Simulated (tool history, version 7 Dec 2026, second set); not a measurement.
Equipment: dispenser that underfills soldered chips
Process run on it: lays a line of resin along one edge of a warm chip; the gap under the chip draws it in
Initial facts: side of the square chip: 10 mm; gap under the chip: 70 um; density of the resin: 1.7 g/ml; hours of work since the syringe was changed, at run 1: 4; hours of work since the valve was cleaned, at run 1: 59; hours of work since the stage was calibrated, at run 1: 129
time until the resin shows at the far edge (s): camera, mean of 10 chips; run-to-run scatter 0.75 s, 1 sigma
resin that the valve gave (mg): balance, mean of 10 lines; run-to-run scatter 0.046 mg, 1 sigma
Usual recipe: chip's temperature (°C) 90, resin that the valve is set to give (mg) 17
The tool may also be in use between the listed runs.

run    day  chip's temperature (°C)  resin that the valve is set to give (mg)  hours of work since the syringe was changed  hours of work since the valve was cleaned  hours of work since the stage was calibrated  time until the resin shows at the far edge (s)  resin that the valve gave (mg)
  1      0                       90                                        17                                            4                                         59                                           129                                            87.2                           16.44
     0.117  -- new syringe of resin
  2  0.221                       90                                        17                                            2                                         62                                           132                                            78.2                           16.29
  3    0.4                       90                                        17                                            4                                         65                                           135                                            91.4                           16.29
     0.529  -- new syringe of resin
  4  0.596                       90                                        17                                            1                                         68                                           138                                            76.9                           16.35
     0.758  -- dispensing valve cleaned and set on the balance
  5  0.783                       88                                        17                                            3                                          0                                           140                                            90.3                           16.99
     0.975  -- new syringe of resin
  6  0.975                      103                                        17                                            0                                          3                                           143                                              46                           16.94
  7  1.133                       90                                        17                                            2                                          6                                           145                                            82.3                           16.96
  8  1.338                       90                                        17                                            6                                          9                                           149                                            94.1                            16.9
     1.388  -- new syringe of resin
  9  1.625                       90                                        17                                            4                                         13                                           153                                            88.1                           16.94
     1.792  -- new syringe of resin
 10  1.842                       90                                        17                                            1                                         16                                           156                                            77.6                           16.83
 11  2.071                       90                                      16.5                                            4                                         20                                           159                                            90.7                           16.25
     2.192  -- new syringe of resin
 12  2.262                       90                                      19.7                                            1                                         22                                           162                                            75.4                           19.45
 13  2.517                       90                                      19.7                                            5                                         26                                           166                                            90.6                           19.39
     2.592  -- new syringe of resin
 14  2.725                       90                                        17                                            2                                         29                                           169                                            82.6                            16.7
 15  2.917                       90                                      18.9                                            5                                         32                                           172                                            92.7                           18.48
         3  -- new syringe of resin
 16  3.112                       90                                      18.9                                            2                                         35                                           175                                              79                           18.44
 17  3.267                       90                                      18.9                                            4                                         37                                           177                                            88.4                           18.36
     3.404  -- new syringe of resin
 18  3.529                       90                                      18.9                                            2                                         41                                           181                                            77.9                           18.49
 19  3.754                       88                                      19.5                                            5                                         45                                           184                                            99.5                           18.91
     3.812  -- new syringe of resin
 20  3.896                       88                                      18.6                                            1                                         47                                           186                                            83.5                           18.06
 21  4.133                       88                                      17.9                                            5                                         50                                           190                                            98.3                           17.28
     4.212  -- new syringe of resin
 22  4.354                       86                                      20.4                                            2                                         53                                           193                                            94.2                           19.71

Run 23, settings as shown, results not yet in. Your forecast:
     4.617  -- new syringe of resin
 23  4.638                      101                                      21.2                                            0                                         58                                           197                                               ?                               ?

Run 23 yielded time until the resin shows at the far edge (s) 47.5, resin that the valve gave (mg) 20.47.
The same run, on a tool lacking any hidden state, would have yielded time until the resin shows at the far edge (s) 43.9, resin that the valve gave (mg) 21.24.

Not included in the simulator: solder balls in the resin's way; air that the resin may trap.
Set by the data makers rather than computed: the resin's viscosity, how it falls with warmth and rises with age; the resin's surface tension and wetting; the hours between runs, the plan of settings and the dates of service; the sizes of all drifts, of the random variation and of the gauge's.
